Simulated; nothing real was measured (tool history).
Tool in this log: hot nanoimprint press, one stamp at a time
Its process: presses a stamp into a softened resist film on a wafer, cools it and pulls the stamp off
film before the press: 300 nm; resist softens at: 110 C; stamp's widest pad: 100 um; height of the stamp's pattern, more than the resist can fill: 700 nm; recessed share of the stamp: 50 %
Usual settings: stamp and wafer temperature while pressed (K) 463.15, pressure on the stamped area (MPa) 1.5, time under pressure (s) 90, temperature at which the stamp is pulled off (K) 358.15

run,hour,stamp and wafer temperature while pressed (K),pressure on the stamped area (MPa),time under pressure (s),temperature at which the stamp is pulled off (K),resist left under the stamp's widest pad (nm),greatest force while the stamp is pulled off (N)
1,0,463.15,1.5,90,358.15,133,230
2,6.7,463.15,1.5,90,358.15,134,240
3,13.1,463.15,1.5,90,358.15,134.2,226
4,19.1,463.15,1.5,90,358.15,134.6,243
5,27.3,463.15,1.5,90,358.15,135.1,232
6,32.4,463.15,1.5,90,358.15,134.7,249
7,36.1,463.15,1.5,90,358.15,135.8,240
8,42.2,463.15,1.5,90,345.15,135.9,329
9,48.9,463.15,1.5,90,345.15,134.5,340
10,52.8,463.15,1.5,90,345.15,134.6,334
11,60.7,463.15,1.5,90,345.15,136,357
# hour 64.2: plate thermocouple calibrated
12,70.9,463.15,1.5,90,345.15,136.9,345
# hour 81.4: plate thermocouple calibrated, once more
13,82,463.15,1.5,90,345.15,131.1,342
14,86.1,463.15,1.5,90,345.15,130.8,351
15,93.2,463.15,1.5,90,345.15,130.2,352
16,98,463.15,1.5,65,348.15,148,307
17,102,462.15,1.77,57,348.15,152.3,326
18,108.8,462.15,1.77,57,348.15,153.3,324
19,112.8,462.15,1.12,91,352.15,153.8,299
20,116.8,463.15,1.62,90,358.15,127.3,263
21,122.7,464.15,2.02,53,360.15,137.3,251
22,128.6,463.15,1.5,90,359.15,131,264
23,136.4,463.15,1.89,67,358.15,134.5,267
24,141.3,463.15,1.89,67,358.15,135.5,276
25,145.1,466.15,1.5,90,358.15,116.1,278
26,152.6,466.15,1.5,51,352.15,144.5,318
27,157.4,466.15,1.5,51,352.15,144.8,331
28,162.7,466.15,1.15,160,352.15,101,322
29,169.4,463.15,1.98,164,358.15,91.2,277
30,173.3,463.15,1.88,136,353.15,101.4,326

Below, some changes in resist left under the stamp's widest pad (nm) between adjacent runs. For each, the amount present without the hidden state too (settings, incoming material, random variation) and the amount remaining for the hidden state with gauge scatter not shared by both compared results:
Hidden conditions of the tool in this case: true temperature over the reading, C; pressure that arrives at the usual setting, %; grip of the stamp's worn release coat, % over a new coat's; drift of the gauge itself on residual_nm, %; drift of the gauge itself on pull_off_n, %.
Run 11 -> 12: plate thermocouple calibrated. resist left under the stamp's widest pad (nm) +0.9: hidden state +0.6, all else +0.3.
Run 12 -> 13: plate thermocouple calibrated, once more. resist left under the stamp's widest pad (nm) -5.8: hidden state -5.2, all else -0.6.
Run 19 -> 20: stamp and wafer temperature while pressed (K) 462.15 -> 463.15, pressure on the stamped area (MPa) 1.12 -> 1.62, time under pressure (s) 91 -> 90, temperature at which the stamp is pulled off (K) 352.15 -> 358.15. resist left under the stamp's widest pad (nm) -26.5: hidden state +0.3, all else -26.8.
Run 25 -> 26: time under pressure (s) 90 -> 51, temperature at which the stamp is pulled off (K) 358.15 -> 352.15. resist left under the stamp's widest pad (nm) +28.4: hidden state +0.1, all else +28.3.
Run 27 -> 28: pressure on the stamped area (MPa) 1.5 -> 1.15, time under pressure (s) 51 -> 160. resist left under the stamp's widest pad (nm) -43.8: hidden state -0.1, all else -43.7.
